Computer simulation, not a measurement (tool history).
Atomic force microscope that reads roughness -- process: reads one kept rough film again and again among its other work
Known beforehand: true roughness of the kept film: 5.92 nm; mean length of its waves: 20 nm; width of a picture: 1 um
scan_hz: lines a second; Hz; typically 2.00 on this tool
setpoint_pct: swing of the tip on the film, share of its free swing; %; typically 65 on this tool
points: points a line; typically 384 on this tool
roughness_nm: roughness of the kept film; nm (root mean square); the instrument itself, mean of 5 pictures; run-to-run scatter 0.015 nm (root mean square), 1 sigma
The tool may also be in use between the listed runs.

run	hour	scan_hz	setpoint_pct	points	roughness_nm
1	0.0	2.00	65	384	2.657
2	8.0	2.00	65	384	2.542
3	15.2	2.00	56	384	2.468
4	23.2	2.00	56	384	2.344
5	29.7	2.00	65	384	2.224
6	35.6	2.00	65	384	2.159
7	41.4	2.00	65	384	2.082
8	48.7	2.00	65	384	2.035
9	57.9	2.00	65	384	1.936
10	70.1	2.00	65	384	1.826
11	76.8	2.00	65	384	1.772
12	89.0	2.00	65	384	1.697
13	99.2	2.00	65	350	1.623
14	110.0	2.00	65	678	1.585
15	117.5	2.00	65	678	1.556
# hour 125.1: new tip fitted
16	126.4	2.00	65	678	3.530
17	131.9	2.00	65	678	3.359
18	141.4	2.16	74	384	3.035
19	149.8	2.00	65	612	2.950
20	161.1	2.00	57	375	2.777
21	174.0	0.92	59	586	2.614
22	184.5	2.00	66	710	2.416
23	197.2	1.05	82	414	2.216
24	206.6	1.05	82	414	2.117
25	218.1	2.65	82	414	1.886
26	224.7	2.00	56	893	2.018
27	232.2	2.00	56	726	1.937
28	238.1	2.00	65	369	1.847
29	244.8	2.00	65	333	1.781
30	253.0	1.36	77	693	1.709
31	263.9	0.58	73	543	1.683

Predict each of these 5 candidate next runs independently; none follows another, all start after run 31:
A	269.8	0.77	73	543	?
B	269.8	2.99	73	459	?
C	269.8	0.87	88	490	?
D	269.8	1.06	73	887	?
E	269.8	0.82	73	543	?

run	roughness_nm
A	1.655
B	1.558
C	1.601
D	1.630
E	1.633
The same runs, with their run-to-run variation unchanged, on a tool lacking any hidden condition would have given:
run	roughness_nm
A	3.656
B	3.453
C	3.548
D	3.618
E	3.623

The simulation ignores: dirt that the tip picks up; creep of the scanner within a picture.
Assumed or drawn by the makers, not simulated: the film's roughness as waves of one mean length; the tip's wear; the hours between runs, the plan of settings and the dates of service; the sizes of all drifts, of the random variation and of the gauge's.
